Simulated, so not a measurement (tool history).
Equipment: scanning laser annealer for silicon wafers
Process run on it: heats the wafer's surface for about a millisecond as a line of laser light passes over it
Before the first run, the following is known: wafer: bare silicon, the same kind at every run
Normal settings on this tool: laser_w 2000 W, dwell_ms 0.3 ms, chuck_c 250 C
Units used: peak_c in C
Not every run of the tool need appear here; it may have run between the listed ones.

| run | hour | laser_w | dwell_ms | chuck_c | peak_c |
|---|---|---|---|---|---|
| 1 | 0 | 2000 | 0.3 | 250 | 973 |
| 2 | 47.5 | 2000 | 0.26 | 250 | 922 |
| 3 | 81.2 | 2000 | 0.26 | 250 | 917 |
| 4 | 113.7 | 2000 | 0.3 | 276 | 994 |
| 5 | 148.3 | 2000 | 0.289 | 250 | 954 |
| 6 | 177.8 | 2000 | 0.289 | 250 | 950 |
| 7 | 201 | 2000 | 0.3 | 250 | 966 |
| 8 | 235 | 2000 | 0.3 | 250 | 965 |
| 9 | 269.3 | 2183 | 0.3 | 250 | 1041 |
| 10 | 308.1 | 2014 | 0.215 | 220 | 825 |
| 11 | 344.5 | 1850 | 0.36 | 278 | 997 |
| 12 | 391.4 | 1963 | 0.295 | 225 | 915 |
| 13 | 430.4 | 1963 | 0.295 | 246 | 934 |
| 14 | 452.1 | 2157 | 0.305 | 250 | 1025 |
| 15 | 503.3 | 2095 | 0.376 | 250 | 1086 |
| 16 | 540.3 | 2095 | 0.299 | 287 | 1024 |
| 17 | 564.7 | 2095 | 0.336 | 256 | 1044 |
|  | 576.8 | window over the wafer cleaned |
| 18 | 617.2 | 2095 | 0.336 | 256 | 1075 |

4 ways to go on from here, each from the tool as it stands after run 18. What would each give?
| A | 656.7 | 2095 | 0.336 | 231 | ? |
| B | 656.7 | 1747 | 0.212 | 230 | ? |
| C | 656.7 | 2108 | 0.3 | 250 | ? |
| D | 656.7 | 2000 | 0.366 | 237 | ? |

| run | peak_c |
|---|---|
| A | 1049 |
| B | 755 |
| C | 1027 |
| D | 1054 |
With no hidden state in the tool, these same runs would have given:
| run | peak_c |
|---|---|
| A | 1064 |
| B | 764 |
| C | 1042 |
| D | 1069 |

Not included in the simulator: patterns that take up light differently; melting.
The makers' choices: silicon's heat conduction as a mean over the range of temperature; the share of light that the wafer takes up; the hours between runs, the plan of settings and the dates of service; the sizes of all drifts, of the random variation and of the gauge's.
